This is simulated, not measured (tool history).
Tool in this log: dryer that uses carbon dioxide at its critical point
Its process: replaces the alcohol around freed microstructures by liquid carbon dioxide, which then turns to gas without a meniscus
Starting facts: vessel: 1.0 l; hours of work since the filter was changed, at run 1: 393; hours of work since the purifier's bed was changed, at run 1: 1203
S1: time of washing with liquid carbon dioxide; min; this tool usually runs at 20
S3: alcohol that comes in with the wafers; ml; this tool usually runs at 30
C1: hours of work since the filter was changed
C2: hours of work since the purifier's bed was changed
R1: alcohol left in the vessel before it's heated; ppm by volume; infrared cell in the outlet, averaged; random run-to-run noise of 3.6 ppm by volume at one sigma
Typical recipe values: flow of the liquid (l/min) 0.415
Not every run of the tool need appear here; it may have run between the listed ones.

{"run": 1, "hour": 0.0, "S1": 20, "flow of the liquid (l/min)": 0.415, "S3": 30, "C1": 393, "C2": 1203, "R1": 88}
{"run": 2, "hour": 31.0, "S1": 20, "flow of the liquid (l/min)": 0.415, "S3": 30, "C1": 418, "C2": 1227, "R1": 91}
{"run": 3, "hour": 52.3, "S1": 20, "flow of the liquid (l/min)": 0.415, "S3": 30, "C1": 434, "C2": 1244, "R1": 88}
{"hour": 68.7, "done": "purifier's bed changed"}
{"run": 4, "hour": 91.1, "S1": 20, "flow of the liquid (l/min)": 0.415, "S3": 30, "C1": 462, "C2": 18, "R1": 34}
{"run": 5, "hour": 128.4, "S1": 20, "flow of the liquid (l/min)": 0.415, "S3": 79, "C1": 492, "C2": 47, "R1": 79}
{"hour": 135.2, "done": "inlet filter changed"}
{"run": 6, "hour": 153.0, "S1": 20, "flow of the liquid (l/min)": 0.415, "S3": 79, "C1": 14, "C2": 65, "R1": 54}
{"run": 7, "hour": 185.7, "S1": 20, "flow of the liquid (l/min)": 0.415, "S3": 79, "C1": 40, "C2": 91, "R1": 47}
{"run": 8, "hour": 209.9, "S1": 20, "flow of the liquid (l/min)": 0.415, "S3": 79, "C1": 59, "C2": 110, "R1": 49}
{"run": 9, "hour": 252.3, "S1": 20, "flow of the liquid (l/min)": 0.415, "S3": 79, "C1": 92, "C2": 143, "R1": 61}
{"run": 10, "hour": 272.9, "S1": 20, "flow of the liquid (l/min)": 0.415, "S3": 79, "C1": 108, "C2": 159, "R1": 60}
{"run": 11, "hour": 311.2, "S1": 20, "flow of the liquid (l/min)": 0.415, "S3": 26, "C1": 138, "C2": 189, "R1": 30}
{"run": 12, "hour": 340.6, "S1": 13, "flow of the liquid (l/min)": 0.673, "S3": 20, "C1": 161, "C2": 212, "R1": 24}
{"run": 13, "hour": 381.2, "S1": 13, "flow of the liquid (l/min)": 0.673, "S3": 20, "C1": 193, "C2": 244, "R1": 27}
{"run": 14, "hour": 417.9, "S1": 26, "flow of the liquid (l/min)": 0.415, "S3": 77, "C1": 221, "C2": 273, "R1": 26}
{"run": 15, "hour": 439.4, "S1": 25, "flow of the liquid (l/min)": 0.426, "S3": 56, "C1": 238, "C2": 290, "R1": 25}
{"run": 16, "hour": 479.0, "S1": 14, "flow of the liquid (l/min)": 0.38, "S3": 35, "C1": 269, "C2": 321, "R1": 357}
{"run": 17, "hour": 517.4, "S1": 14, "flow of the liquid (l/min)": 0.656, "S3": 35, "C1": 299, "C2": 351, "R1": 38}
{"run": 18, "hour": 544.9, "S1": 14, "flow of the liquid (l/min)": 0.656, "S3": 35, "C1": 321, "C2": 372, "R1": 30}
{"run": 19, "hour": 563.0, "S1": 30, "flow of the liquid (l/min)": 0.525, "S3": 35, "C1": 335, "C2": 387, "R1": 32}
{"run": 20, "hour": 601.6, "S1": 13, "flow of the liquid (l/min)": 0.274, "S3": 37, "C1": 365, "C2": 417, "R1": 1772}
{"run": 21, "hour": 642.5, "S1": 15, "flow of the liquid (l/min)": 0.415, "S3": 30, "C1": 397, "C2": 449, "R1": 166}

How the hidden state differs across the entries between the runs, from the last listed run before each to the first after it:
After run 3, before run 4: purifier's bed changed (hour 68.7)
  flow that reaches the vessel past the clogged filter, %: 93.8 -> 93.5; alcohol in the recycled carbon dioxide, ppm: 67.7 -> 6
  measured value less the no-hidden-state value, R1: +73 -> +11 ppm by volume
After run 5, before run 6: inlet filter changed (hour 135.2)
  flow that reaches the vessel past the clogged filter, %: 93 -> 99.6; alcohol in the recycled carbon dioxide, ppm: 7.3 -> 8.2
  measured value less the no-hidden-state value, R1: +30 -> +4 ppm by volume
